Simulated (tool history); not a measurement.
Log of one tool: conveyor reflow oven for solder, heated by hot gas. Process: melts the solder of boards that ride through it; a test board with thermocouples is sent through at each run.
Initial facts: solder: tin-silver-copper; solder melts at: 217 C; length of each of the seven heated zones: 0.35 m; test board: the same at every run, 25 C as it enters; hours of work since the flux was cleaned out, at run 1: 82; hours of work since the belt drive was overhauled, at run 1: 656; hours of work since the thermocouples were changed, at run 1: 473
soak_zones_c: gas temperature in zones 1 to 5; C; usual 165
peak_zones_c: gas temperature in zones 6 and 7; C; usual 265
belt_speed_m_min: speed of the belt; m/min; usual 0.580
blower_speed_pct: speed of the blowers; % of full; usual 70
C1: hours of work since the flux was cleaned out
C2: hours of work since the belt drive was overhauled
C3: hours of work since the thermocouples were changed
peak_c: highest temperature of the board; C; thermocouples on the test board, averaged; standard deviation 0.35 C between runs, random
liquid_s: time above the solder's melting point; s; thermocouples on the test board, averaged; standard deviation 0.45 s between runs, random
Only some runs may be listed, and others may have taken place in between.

Run 1, hour 0.0: usual settings; C1 82; C2 656; C3 473. Result: peak_c 255.0 C, liquid_s 55.0 s.
Run 2, hour 58.8: usual settings but soak_zones_c 158 C; C1 119; C2 693; C3 510. Result: peak_c 253.8 C, liquid_s 53.3 s.
Run 3, hour 131.5: usual settings but blower_speed_pct 76 % of full; C1 165; C2 739; C3 556. Result: peak_c 255.5 C, liquid_s 56.4 s.
Run 4, hour 181.8: usual settings but soak_zones_c 163 C, blower_speed_pct 76 % of full; C1 197; C2 771; C3 588. Result: peak_c 255.8 C, liquid_s 55.9 s.
Run 5, hour 234.2: usual settings but soak_zones_c 163 C, blower_speed_pct 76 % of full; C1 230; C2 804; C3 621. Result: peak_c 255.1 C, liquid_s 55.5 s.
Run 6, hour 300.2: usual settings but peak_zones_c 268 C; C1 271; C2 846; C3 662. Result: peak_c 257.2 C, liquid_s 57.3 s.
Run 7, hour 360.0: usual settings but blower_speed_pct 53 % of full; C1 309; C2 884; C3 700. Result: peak_c 250.7 C, liquid_s 52.6 s.
Run 8, hour 405.8: usual settings but blower_speed_pct 53 % of full; C1 338; C2 912; C3 729. Result: peak_c 251.1 C, liquid_s 52.2 s.
Run 9, hour 477.4: usual settings but blower_speed_pct 53 % of full; C1 383; C2 958; C3 774. Result: peak_c 251.3 C, liquid_s 53.3 s.
At hour 488.0: flux residue cleaned out of gas plates and filters.
Run 10, hour 543.2: usual settings but blower_speed_pct 53 % of full; C1 35; C2 996; C3 813. Result: peak_c 252.9 C, liquid_s 54.9 s.
Run 11, hour 582.6: usual settings but blower_speed_pct 53 % of full; C1 60; C2 1021; C3 838. Result: peak_c 253.0 C, liquid_s 54.4 s.
Run 12, hour 626.4: usual settings but belt_speed_m_min 0.642 m/min, blower_speed_pct 53 % of full; C1 87; C2 1049; C3 865. Result: peak_c 250.6 C, liquid_s 46.6 s.
At hour 636.2: belt drive overhauled, speed set with a stopwatch.
Run 13, hour 699.1: usual settings but peak_zones_c 270 C, belt_speed_m_min 0.642 m/min, blower_speed_pct 53 % of full; C1 131; C2 40; C3 909. Result: peak_c 255.0 C, liquid_s 49.9 s.
Run 14, hour 758.4: usual settings but peak_zones_c 270 C, belt_speed_m_min 0.642 m/min, blower_speed_pct 53 % of full; C1 168; C2 77; C3 946. Result: peak_c 254.6 C, liquid_s 49.7 s.
At hour 804.0: thermocouples of zones 6 and 7 changed.
Run 15, hour 839.1: usual settings but peak_zones_c 270 C, belt_speed_m_min 0.642 m/min, blower_speed_pct 53 % of full; C1 218; C2 127; C3 22. Result: peak_c 251.7 C, liquid_s 48.2 s.
Run 16, hour 874.7: usual settings but soak_zones_c 180 C, peak_zones_c 270 C, belt_speed_m_min 0.462 m/min; C1 241; C2 149; C3 45. Result: peak_c 264.9 C, liquid_s 85.6 s.
Run 17, hour 926.6: usual settings but soak_zones_c 180 C, peak_zones_c 270 C, belt_speed_m_min 0.462 m/min; C1 273; C2 182; C3 77. Result: peak_c 264.0 C, liquid_s 85.3 s.
Run 18, hour 978.6: usual settings but soak_zones_c 164 C, belt_speed_m_min 0.622 m/min, blower_speed_pct 57 % of full; C1 306; C2 215; C3 110. Result: peak_c 249.2 C, liquid_s 47.9 s.
At hour 991.5: belt drive overhauled, speed set with a stopwatch, once more.
Run 19, hour 1043.1: usual settings but soak_zones_c 150 C, peak_zones_c 277 C, belt_speed_m_min 0.589 m/min, blower_speed_pct 56 % of full; C1 344; C2 33; C3 149. Result: peak_c 256.8 C, liquid_s 49.5 s.
Run 20, hour 1080.9: usual settings but soak_zones_c 150 C, peak_zones_c 277 C, belt_speed_m_min 0.589 m/min, blower_speed_pct 56 % of full; C1 368; C2 56; C3 172. Result: peak_c 256.9 C, liquid_s 50.4 s.
At hour 1117.7: flux residue cleaned out of gas plates and filters.
Run 21, hour 1150.8: usual settings but soak_zones_c 150 C, peak_zones_c 277 C, belt_speed_m_min 0.634 m/min, blower_speed_pct 56 % of full; C1 21; C2 97; C3 213. Result: peak_c 256.5 C, liquid_s 45.8 s.
Run 22, hour 1203.4: usual settings but blower_speed_pct 72 % of full; C1 54; C2 131; C3 247. Result: peak_c 253.8 C, liquid_s 54.8 s.
Run 23, hour 1241.7: usual settings but blower_speed_pct 72 % of full; C1 78; C2 155; C3 271. Result: peak_c 254.6 C, liquid_s 54.7 s.
Run 24, hour 1320.1: usual settings but soak_zones_c 166 C, blower_speed_pct 84 % of full; C1 128; C2 204; C3 320. Result: peak_c 256.2 C, liquid_s 55.9 s.

Run 25 is up next; what results do you expect?
Run 25, hour 1384.8: usual settings but soak_zones_c 164 C, peak_zones_c 275 C, blower_speed_pct 61 % of full; C1 169; C2 245; C3 361. Result: peak_c ?, liquid_s ?.

peak_c: 261.2 C
liquid_s: 57.6 s
If the tool had no hidden condition, the same run with the same run-to-run variation would have returned peak_c 260.9 C, liquid_s 57.2 s.

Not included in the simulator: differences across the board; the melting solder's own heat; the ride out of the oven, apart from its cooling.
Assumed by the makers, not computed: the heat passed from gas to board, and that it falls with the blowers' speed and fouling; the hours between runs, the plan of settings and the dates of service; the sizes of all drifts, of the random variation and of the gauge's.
